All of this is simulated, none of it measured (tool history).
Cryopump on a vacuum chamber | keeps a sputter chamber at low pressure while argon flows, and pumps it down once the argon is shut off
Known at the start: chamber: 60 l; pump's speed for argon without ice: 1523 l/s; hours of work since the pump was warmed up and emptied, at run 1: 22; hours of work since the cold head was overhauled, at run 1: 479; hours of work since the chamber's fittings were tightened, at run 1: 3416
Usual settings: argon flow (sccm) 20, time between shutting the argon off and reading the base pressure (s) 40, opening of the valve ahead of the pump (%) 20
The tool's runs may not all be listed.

run	hour	argon flow (sccm)	time between shutting the argon off and reading the base pressure (s)	opening of the valve ahead of the pump (%)	hours of work since the pump was warmed up and emptied	hours of work since the cold head was overhauled	hours of work since the chamber's fittings were tightened	pressure while argon flows (Pa)	pressure after the wait (uPa)
1	0.0	20	40	20	22	479	3416	0.1119	2.27
2	42.0	20	40	20	45	502	3439	0.1115	2.25
3	64.9	20	40	20	58	515	3452	0.1122	2.31
4	90.3	20	40	20	72	529	3466	0.1130	2.28
5	118.4	20	40	25	88	545	3482	0.0902	2.37
6	160.8	20	40	25	112	569	3505	0.0906	2.36
7	205.7	20	40	25	137	594	3530	0.0913	2.47
8	242.2	20	40	20	157	614	3551	0.1131	2.48
9	287.2	20	40	20	182	639	3576	0.1143	2.50
10	319.3	20	40	16	200	657	3594	0.1418	2.49
11	346.6	20	40	16	215	672	3609	0.1429	2.53
12	367.2	20	40	37	227	684	3620	0.0641	2.67
13	403.2	20	40	37	247	704	3641	0.0641	2.65
14	422.7	20	40	37	258	715	3651	0.0639	2.62
15	468.5	13	40	37	283	740	3677	0.0415	2.70
16	499.3	20	28	20	300	758	3694	0.1170	3.11
# hour 505.5: leaking fittings of the chamber tightened, without venting
17	531.1	20	28	20	317	774	14	0.1165	1.23
18	575.5	14	40	35	342	799	39	0.0496	0.90
19	595.9	14	40	16	353	810	50	0.1009	0.93
20	634.4	12	48	36	375	832	72	0.0412	0.88
21	659.2	20	251	44	389	846	86	0.0575	0.43
22	697.1	37	76	17	410	867	107	0.2552	0.72
23	734.2	33	30	17	430	888	128	0.2306	1.25
# hour 747.2: pump warmed up, emptied and cooled again
24	784.3	20	244	49	21	913	153	0.0453	0.41
25	814.7	20	244	49	38	930	170	0.0464	0.36
26	839.5	20	244	49	52	944	184	0.0464	0.38
27	880.0	35	76	28	74	966	206	0.1401	0.66
28	904.8	12	91	26	88	980	220	0.0532	0.63
29	926.2	12	91	26	100	992	232	0.0529	0.63
30	969.3	20	40	32	124	1016	256	0.0717	1.05
31	1003.7	10	40	32	143	1035	275	0.0360	1.01
32	1027.2	18	143	27	156	1048	288	0.0773	0.48
33	1046.3	8	276	44	167	1059	299	0.0209	0.45

How the hidden state differs across the entries between the runs, from the last listed run before each to the first after it:
Between runs 16 and 17: leaking fittings of the chamber tightened, without venting (hour 505.5)
  pump's speed, % of a pump's without ice: 81.5 -> 80.5; cold plate's temperature, K: 12.91 -> 12.93; leak into the chamber, uPa l/s: 2494 -> 311
  measured less the result without the state, pressure while argon flows (Pa): +0.0056 -> +0.0059; pressure after the wait (uPa): +1.89 -> +0.06
Between runs 23 and 24: pump warmed up, emptied and cooled again (hour 747.2)
  pump's speed, % of a pump's without ice: 73.7 -> 98; cold plate's temperature, K: 13.03 -> 13.05; leak into the chamber, uPa l/s: 380 -> 395
  measured less the result without the state, pressure while argon flows (Pa): +0.0142 -> +0.0010; pressure after the wait (uPa): +0.15 -> +0.07
